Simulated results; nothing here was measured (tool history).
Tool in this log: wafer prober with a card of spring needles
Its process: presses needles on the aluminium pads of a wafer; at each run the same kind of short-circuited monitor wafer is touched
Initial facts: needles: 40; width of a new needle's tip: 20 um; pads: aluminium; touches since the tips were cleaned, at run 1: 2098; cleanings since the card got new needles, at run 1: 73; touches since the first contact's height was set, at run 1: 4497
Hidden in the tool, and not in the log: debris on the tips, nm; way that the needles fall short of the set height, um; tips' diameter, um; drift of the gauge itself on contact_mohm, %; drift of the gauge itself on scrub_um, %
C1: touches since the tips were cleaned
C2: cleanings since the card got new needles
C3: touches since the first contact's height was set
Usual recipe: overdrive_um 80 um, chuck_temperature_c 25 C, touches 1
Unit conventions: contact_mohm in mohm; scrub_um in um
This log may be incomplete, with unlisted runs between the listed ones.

Run 1, day 0: usual settings; C1 2098; C2 73; C3 4497. Result: contact_mohm 215 mohm, scrub_um 13.47 um.
At day 0.138: tips cleaned on abrasive film.
Run 2, day 0.371: usual settings but chuck_temperature_c 93 C; C1 2364; C2 74; C3 8232. Result: contact_mohm 233 mohm, scrub_um 13.41 um.
At day 0.488: tips cleaned on abrasive film.
At day 0.808: tips cleaned on abrasive film.
Run 3, day 0.808: usual settings but chuck_temperature_c 93 C; C1 0; C2 76; C3 12611. Result: contact_mohm 208 mohm, scrub_um 13.44 um.
At day 1.142: tips cleaned on abrasive film.
Run 4, day 1.225: usual settings but chuck_temperature_c 93 C; C1 839; C2 77; C3 16794. Result: contact_mohm 223 mohm, scrub_um 13.67 um.
At day 1.475: tips cleaned on abrasive film.
Run 5, day 1.617: usual settings but chuck_temperature_c 93 C; C1 1429; C2 78; C3 20715. Result: contact_mohm 224 mohm, scrub_um 13.26 um.
At day 1.804: tips cleaned on abrasive film.
Run 6, day 2.038: usual settings; C1 2370; C2 79; C3 24984. Result: contact_mohm 222 mohm, scrub_um 13.42 um.
At day 2.162: tips cleaned on abrasive film.
At day 2.517: tips cleaned on abrasive film.
Run 7, day 2.612: usual settings; C1 991; C2 81; C3 30744. Result: contact_mohm 207 mohm, scrub_um 13.36 um.
At day 2.842: tips cleaned on abrasive film.
Run 8, day 2.875: usual settings; C1 368; C2 82; C3 33377. Result: contact_mohm 198 mohm, scrub_um 13.32 um.
At day 3.175: tips cleaned on abrasive film.
Run 9, day 3.471: usual settings; C1 2983; C2 83; C3 39376. Result: contact_mohm 226 mohm, scrub_um 13.62 um.
At day 3.517: tips cleaned on abrasive film.
At day 3.854: tips cleaned on abrasive film.
Run 10, day 3.854: usual settings; C1 0; C2 85; C3 43196. Result: contact_mohm 197 mohm, scrub_um 13.5 um.
At day 4.192: tips cleaned on abrasive film.
Run 11, day 4.25: usual settings; C1 592; C2 86; C3 47189. Result: contact_mohm 204 mohm, scrub_um 13.43 um.
At day 4.521: tips cleaned on abrasive film.
Run 12, day 4.521: usual settings but chuck_temperature_c 112 C, touches 2; C1 0; C2 87; C3 49896. Result: contact_mohm 213 mohm, scrub_um 13.4 um.
At day 4.862: tips cleaned on abrasive film.
Run 13, day 5.042: usual settings but overdrive_um 69 um, chuck_temperature_c 71 C, touches 2; C1 1828; C2 88; C3 55165. Result: contact_mohm 224 mohm, scrub_um 11.19 um.
At day 5.196: tips cleaned on abrasive film.
Run 14, day 5.358: usual settings but overdrive_um 67 um, chuck_temperature_c 71 C, touches 2; C1 1684; C2 89; C3 58359. Result: contact_mohm 225 mohm, scrub_um 11.01 um.
At day 5.517: tips cleaned on abrasive film.
At day 5.862: tips cleaned on abrasive film.
Run 15, day 5.896: usual settings but touches 2; C1 338; C2 91; C3 63745. Result: contact_mohm 197 mohm, scrub_um 13.29 um.
At day 6.212: tips cleaned on abrasive film.
Run 16, day 6.504: usual settings but overdrive_um 76 um, chuck_temperature_c 37 C, touches 3; C1 2996; C2 92; C3 69889. Result: contact_mohm 211 mohm, scrub_um 12.32 um.
At day 6.558: tips cleaned on abrasive film.
At day 6.896: tips cleaned on abrasive film.
Run 17, day 6.896: usual settings but overdrive_um 76 um, chuck_temperature_c 37 C, touches 3; C1 0; C2 94; C3 73766. Result: contact_mohm 193 mohm, scrub_um 12.55 um.
At day 7.246: tips cleaned on abrasive film.
Run 18, day 7.496: usual settings but overdrive_um 93 um, chuck_temperature_c 26 C; C1 2563; C2 95; C3 79843. Result: contact_mohm 213 mohm, scrub_um 15.47 um.
At day 7.575: tips cleaned on abrasive film.
At day 7.912: tips cleaned on abrasive film.
Run 19, day 7.929: usual settings but chuck_temperature_c 26 C; C1 196; C2 97; C3 84179. Result: contact_mohm 196 mohm, scrub_um 12.93 um.
At day 8.233: tips cleaned on abrasive film.
Run 20, day 8.271: usual settings but touches 2; C1 396; C2 98; C3 87612. Result: contact_mohm 201 mohm, scrub_um 13.29 um.
At day 8.558: tips cleaned on abrasive film.
Run 21, day 8.612: usual settings but touches 2; C1 521; C2 99; C3 91018. Result: contact_mohm 198 mohm, scrub_um 13.2 um.
At day 8.908: tips cleaned on abrasive film.
Run 22, day 8.967: usual settings but touches 2; C1 575; C2 100; C3 94587. Result: contact_mohm 199 mohm, scrub_um 13.24 um.

For each entry between runs, how does the tool's hidden state at the last listed run before it compare with that at the first listed run after it?
Runs 1 to 2: tips cleaned on abrasive film (day 0.138)
  debris on the tips, nm: 65.3 -> 82; way that the needles fall short of the set height, um: 0.07 -> 0.15; tips' diameter, um: 22.46 -> 22.49
  the result without the hidden state subtracted from the measured one, contact_mohm: +24 -> +28 mohm; scrub_um: -0.02 -> -0.03 um
Runs 2 to 3: tips cleaned on abrasive film (day 0.488); tips cleaned on abrasive film (day 0.808)
  debris on the tips, nm: 82 -> 11.1; way that the needles fall short of the set height, um: 0.15 -> 0.34; tips' diameter, um: 22.49 -> 22.56
  the result without the hidden state subtracted from the measured one, contact_mohm: +28 -> +6 mohm; scrub_um: -0.03 -> -0.05 um
Runs 3 to 4: tips cleaned on abrasive film (day 1.142)
  debris on the tips, nm: 11.1 -> 40.9; way that the needles fall short of the set height, um: 0.34 -> 0.43; tips' diameter, um: 22.56 -> 22.59
  the result without the hidden state subtracted from the measured one, contact_mohm: +6 -> +15 mohm; scrub_um: -0.05 -> -0.07 um
Runs 4 to 5: tips cleaned on abrasive film (day 1.475)
  debris on the tips, nm: 40.9 -> 53.8; way that the needles fall short of the set height, um: 0.43 -> 0.5; tips' diameter, um: 22.59 -> 22.61
  the result without the hidden state subtracted from the measured one, contact_mohm: +15 -> +19 mohm; scrub_um: -0.07 -> -0.08 um
Runs 5 to 6: tips cleaned on abrasive film (day 1.804)
  debris on the tips, nm: 53.8 -> 80; way that the needles fall short of the set height, um: 0.5 -> 0.58; tips' diameter, um: 22.61 -> 22.64
  the result without the hidden state subtracted from the measured one, contact_mohm: +19 -> +31 mohm; scrub_um: -0.08 -> -0.1 um
Runs 6 to 7: tips cleaned on abrasive film (day 2.162); tips cleaned on abrasive film (day 2.517)
  debris on the tips, nm: 80 -> 40.1; way that the needles fall short of the set height, um: 0.58 -> 0.75; tips' diameter, um: 22.64 -> 22.7
  the result without the hidden state subtracted from the measured one, contact_mohm: +31 -> +16 mohm; scrub_um: -0.1 -> -0.13 um
Runs 7 to 8: tips cleaned on abrasive film (day 2.842)
  debris on the tips, nm: 40.1 -> 16.9; way that the needles fall short of the set height, um: 0.75 -> 0.85; tips' diameter, um: 22.7 -> 22.73
  the result without the hidden state subtracted from the measured one, contact_mohm: +16 -> +8 mohm; scrub_um: -0.13 -> -0.14 um
Runs 8 to 9: tips cleaned on abrasive film (day 3.175)
  debris on the tips, nm: 16.9 -> 89.5; way that the needles fall short of the set height, um: 0.85 -> 0.95; tips' diameter, um: 22.73 -> 22.77
  the result without the hidden state subtracted from the measured one, contact_mohm: +8 -> +34 mohm; scrub_um: -0.14 -> -0.16 um
Runs 9 to 10: tips cleaned on abrasive film (day 3.517); tips cleaned on abrasive film (day 3.854)
  debris on the tips, nm: 89.5 -> 9.7; way that the needles fall short of the set height, um: 0.95 -> 1.17; tips' diameter, um: 22.77 -> 22.85
  the result without the hidden state subtracted from the measured one, contact_mohm: +34 -> +5 mohm; scrub_um: -0.16 -> -0.2 um
Runs 10 to 11: tips cleaned on abrasive film (day 4.192)
  debris on the tips, nm: 9.7 -> 25.6; way that the needles fall short of the set height, um: 1.17 -> 1.27; tips' diameter, um: 22.85 -> 22.88
  the result without the hidden state subtracted from the measured one, contact_mohm: +5 -> +11 mohm; scrub_um: -0.2 -> -0.22 um
Runs 11 to 12: tips cleaned on abrasive film (day 4.521)
  debris on the tips, nm: 25.6 -> 10.1; way that the needles fall short of the set height, um: 1.27 -> 1.39; tips' diameter, um: 22.88 -> 22.92
  the result without the hidden state subtracted from the measured one, contact_mohm: +11 -> +5 mohm; scrub_um: -0.22 -> -0.24 um
Runs 12 to 13: tips cleaned on abrasive film (day 4.862)
  debris on the tips, nm: 10.1 -> 64.4; way that the needles fall short of the set height, um: 1.39 -> 1.51; tips' diameter, um: 22.92 -> 22.97
  the result without the hidden state subtracted from the measured one, contact_mohm: +5 -> +20 mohm; scrub_um: -0.24 -> -0.25 um
Runs 13 to 14: tips cleaned on abrasive film (day 5.196)
  debris on the tips, nm: 64.4 -> 63.1; way that the needles fall short of the set height, um: 1.51 -> 1.6; tips' diameter, um: 22.97 -> 23
  the result without the hidden state subtracted from the measured one, contact_mohm: +20 -> +21 mohm; scrub_um: -0.25 -> -0.27 um
Runs 14 to 15: tips cleaned on abrasive film (day 5.517); tips cleaned on abrasive film (day 5.862)
  debris on the tips, nm: 63.1 -> 21.1; way that the needles fall short of the set height, um: 1.6 -> 1.79; tips' diameter, um: 23 -> 23.06
  the result without the hidden state subtracted from the measured one, contact_mohm: +21 -> +7 mohm; scrub_um: -0.27 -> -0.3 um
Runs 15 to 16: tips cleaned on abrasive film (day 6.212)
  debris on the tips, nm: 21.1 -> 93.9; way that the needles fall short of the set height, um: 1.79 -> 1.9; tips' diameter, um: 23.06 -> 23.1
  the result without the hidden state subtracted from the measured one, contact_mohm: +7 -> +17 mohm; scrub_um: -0.3 -> -0.32 um
Runs 16 to 17: tips cleaned on abrasive film (day 6.558); tips cleaned on abrasive film (day 6.896)
  debris on the tips, nm: 93.9 -> 11.1; way that the needles fall short of the set height, um: 1.9 -> 2.12; tips' diameter, um: 23.1 -> 23.18
  the result without the hidden state subtracted from the measured one, contact_mohm: +17 -> +4 mohm; scrub_um: -0.32 -> -0.36 um
Runs 17 to 18: tips cleaned on abrasive film (day 7.246)
  debris on the tips, nm: 11.1 -> 78.5; way that the needles fall short of the set height, um: 2.12 -> 2.23; tips' diameter, um: 23.18 -> 23.22
  the result without the hidden state subtracted from the measured one, contact_mohm: +4 -> +24 mohm; scrub_um: -0.36 -> -0.38 um
Runs 18 to 19: tips cleaned on abrasive film (day 7.575); tips cleaned on abrasive film (day 7.912)
  debris on the tips, nm: 78.5 -> 14.7; way that the needles fall short of the set height, um: 2.23 -> 2.39; tips' diameter, um: 23.22 -> 23.27
  the result without the hidden state subtracted from the measured one, contact_mohm: +24 -> +8 mohm; scrub_um: -0.38 -> -0.41 um
Runs 19 to 20: tips cleaned on abrasive film (day 8.233)
  debris on the tips, nm: 14.7 -> 23.4; way that the needles fall short of the set height, um: 2.39 -> 2.51; tips' diameter, um: 23.27 -> 23.31
  the result without the hidden state subtracted from the measured one, contact_mohm: +8 -> +8 mohm; scrub_um: -0.41 -> -0.43 um
Runs 20 to 21: tips cleaned on abrasive film (day 8.558)
  debris on the tips, nm: 23.4 -> 24.9; way that the needles fall short of the set height, um: 2.51 -> 2.59; tips' diameter, um: 23.31 -> 23.34
  the result without the hidden state subtracted from the measured one, contact_mohm: +8 -> +9 mohm; scrub_um: -0.43 -> -0.44 um
Runs 21 to 22: tips cleaned on abrasive film (day 8.908)
  debris on the tips, nm: 24.9 -> 30.3; way that the needles fall short of the set height, um: 2.59 -> 2.66; tips' diameter, um: 23.34 -> 23.37
  the result without the hidden state subtracted from the measured one, contact_mohm: +9 -> +10 mohm; scrub_um: -0.44 -> -0.45 um
